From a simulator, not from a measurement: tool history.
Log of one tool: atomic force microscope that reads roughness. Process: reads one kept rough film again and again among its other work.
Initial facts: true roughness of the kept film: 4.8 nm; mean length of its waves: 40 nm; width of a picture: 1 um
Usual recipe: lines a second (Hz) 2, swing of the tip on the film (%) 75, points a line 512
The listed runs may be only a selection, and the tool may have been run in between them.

run	day	lines a second (Hz)	swing of the tip on the film (%)	points a line	roughness of the kept film (nm (root mean square))
1	0	2	75	512	4.103
# day 1.762: new tip fitted
2	2.8	2	75	512	4.104
# day 4.229: new tip fitted
3	4.908	2	75	512	4.073
# day 6.588: new tip fitted
4	7.638	2	75	512	4.09
# day 8.846: new tip fitted
5	9.896	2	75	512	4.113
# day 11.229: new tip fitted
6	12.246	2	75	512	4.11
# day 13.542: new tip fitted
7	15.083	2	75	512	4.106
# day 15.838: new tip fitted
8	17.338	2	75	512	4.088
# day 18.162: new tip fitted
9	18.721	2	75	512	4.114
# day 20.512: new tip fitted
10	21.504	2	75	512	4.107
# day 22.862: new tip fitted
11	23.521	2	69	512	4.184
# day 25.158: new tip fitted
12	25.254	2	81	481	4.021
# day 27.442: new tip fitted
13	28.05	0.95	75	512	4.31
# day 29.758: new tip fitted
14	29.758	2	80	512	4.015
15	31	2	80	512	4.024
# day 32.017: new tip fitted
16	32.821	2	87	512	3.884
# day 34.396: new tip fitted
17	34.938	0.52	61	941	4.357
# day 36.696: new tip fitted
18	36.908	0.55	74	512	4.369
19	38.779	0.55	74	654	4.278
# day 39.1: new tip fitted
20	40.125	0.55	74	654	4.356
# day 41.4: new tip fitted
21	41.871	2.52	62	641	4.235

Alternative continuations, all from the tool just after run 21; predict every row:
# day 43.717: new tip fitted
A	43.846	2.05	61	332	?
# day 43.717: new tip fitted
B	43.846	2.52	78	641	?
# day 43.717: new tip fitted
C	43.846	2.75	62	641	?
# day 43.717: new tip fitted
D	43.846	3.05	64	641	?
# day 43.717: new tip fitted
E	43.846	3.04	88	810	?

run	roughness of the kept film (nm (root mean square))
A	4.258
B	4.002
C	4.214
D	4.154
E	3.613
Without the tool's unlogged condition, the same runs would have read:
run	roughness of the kept film (nm (root mean square))
A	4.259
B	4.003
C	4.215
D	4.156
E	3.614
